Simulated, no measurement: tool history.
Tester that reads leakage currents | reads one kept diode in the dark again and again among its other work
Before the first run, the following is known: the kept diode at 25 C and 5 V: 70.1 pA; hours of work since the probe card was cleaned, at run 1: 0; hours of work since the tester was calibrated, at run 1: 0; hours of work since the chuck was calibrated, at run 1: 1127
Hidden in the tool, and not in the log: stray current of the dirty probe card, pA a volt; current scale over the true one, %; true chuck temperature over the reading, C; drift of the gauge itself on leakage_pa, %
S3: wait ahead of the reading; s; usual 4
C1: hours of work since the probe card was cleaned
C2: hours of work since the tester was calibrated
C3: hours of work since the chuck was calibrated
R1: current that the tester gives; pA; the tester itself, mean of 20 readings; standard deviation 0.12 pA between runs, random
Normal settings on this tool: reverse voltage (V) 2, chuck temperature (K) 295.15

{"run": 1, "hour": 0.0, "reverse voltage (V)": 2, "chuck temperature (K)": 295.15, "S3": 4, "C1": 0, "C2": 0, "C3": 1127, "R1": 37.14}
{"run": 2, "hour": 95.9, "reverse voltage (V)": 2, "chuck temperature (K)": 295.15, "S3": 4, "C1": 41, "C2": 41, "C3": 1168, "R1": 37.3}
{"run": 3, "hour": 254.7, "reverse voltage (V)": 2, "chuck temperature (K)": 295.15, "S3": 4, "C1": 109, "C2": 109, "C3": 1236, "R1": 37.2}
{"run": 4, "hour": 364.2, "reverse voltage (V)": 2, "chuck temperature (K)": 295.15, "S3": 4, "C1": 155, "C2": 155, "C3": 1282, "R1": 37.23}
{"run": 5, "hour": 529.9, "reverse voltage (V)": 2, "chuck temperature (K)": 328.15, "S3": 4, "C1": 226, "C2": 226, "C3": 1353, "R1": 357.15}
{"run": 6, "hour": 683.1, "reverse voltage (V)": 2, "chuck temperature (K)": 295.15, "S3": 4, "C1": 292, "C2": 292, "C3": 1418, "R1": 37.19}
{"run": 7, "hour": 791.7, "reverse voltage (V)": 2, "chuck temperature (K)": 295.15, "S3": 2.21, "C1": 338, "C2": 338, "C3": 1465, "R1": 37.43}
{"run": 8, "hour": 961.5, "reverse voltage (V)": 2, "chuck temperature (K)": 295.15, "S3": 2.21, "C1": 410, "C2": 410, "C3": 1537, "R1": 37.45}
{"run": 9, "hour": 1119.0, "reverse voltage (V)": 2, "chuck temperature (K)": 295.15, "S3": 2.21, "C1": 478, "C2": 478, "C3": 1605, "R1": 37.47}
{"run": 10, "hour": 1246.3, "reverse voltage (V)": 2, "chuck temperature (K)": 295.15, "S3": 2.21, "C1": 532, "C2": 532, "C3": 1659, "R1": 37.43}
{"run": 11, "hour": 1422.2, "reverse voltage (V)": 2, "chuck temperature (K)": 295.15, "S3": 2.21, "C1": 607, "C2": 607, "C3": 1734, "R1": 37.13}
{"hour": 1493.3, "done": "chuck's temperature calibrated"}
{"run": 12, "hour": 1610.2, "reverse voltage (V)": 6.06, "chuck temperature (K)": 330.15, "S3": 7.47, "C1": 687, "C2": 687, "C3": 50, "R1": 661.9}
{"run": 13, "hour": 1695.3, "reverse voltage (V)": 2, "chuck temperature (K)": 295.15, "S3": 0.44, "C1": 723, "C2": 723, "C3": 86, "R1": 38.36}
{"run": 14, "hour": 1792.9, "reverse voltage (V)": 6.04, "chuck temperature (K)": 324.15, "S3": 0.44, "C1": 765, "C2": 765, "C3": 128, "R1": 463.13}
{"run": 15, "hour": 1876.9, "reverse voltage (V)": 6.47, "chuck temperature (K)": 302.15, "S3": 4, "C1": 800, "C2": 800, "C3": 164, "R1": 106.62}
{"run": 16, "hour": 1975.9, "reverse voltage (V)": 4.51, "chuck temperature (K)": 329.15, "S3": 3.96, "C1": 843, "C2": 843, "C3": 206, "R1": 544.58}
{"run": 17, "hour": 2167.7, "reverse voltage (V)": 4.51, "chuck temperature (K)": 329.15, "S3": 3.96, "C1": 925, "C2": 925, "C3": 288, "R1": 547.74}
{"run": 18, "hour": 2301.5, "reverse voltage (V)": 2, "chuck temperature (K)": 307.15, "S3": 2.12, "C1": 982, "C2": 982, "C3": 345, "R1": 89.62}

Consider 3 possible next runs. They are alternatives, not a sequence: every one starts from the tool as it was left by run 18. What does each give?
{"run": "A", "hour": 2462.1, "reverse voltage (V)": 2, "chuck temperature (K)": 328.15, "S3": 2.12, "C1": 1050, "C2": 1050, "C3": 414, "R1": "?"}
{"run": "B", "hour": 2462.1, "reverse voltage (V)": 3.39, "chuck temperature (K)": 319.15, "S3": 2.34, "C1": 1050, "C2": 1050, "C3": 414, "R1": "?"}
{"run": "C", "hour": 2462.1, "reverse voltage (V)": 2, "chuck temperature (K)": 307.15, "S3": 8, "C1": 1050, "C2": 1050, "C3": 414, "R1": "?"}

run=A R1=359.52
run=B R1=255.29
run=C R1=89.6
Without the tool's unlogged condition, the same runs would have read:
run=A R1=359.64
run=B R1=255.35
run=C R1=89.62
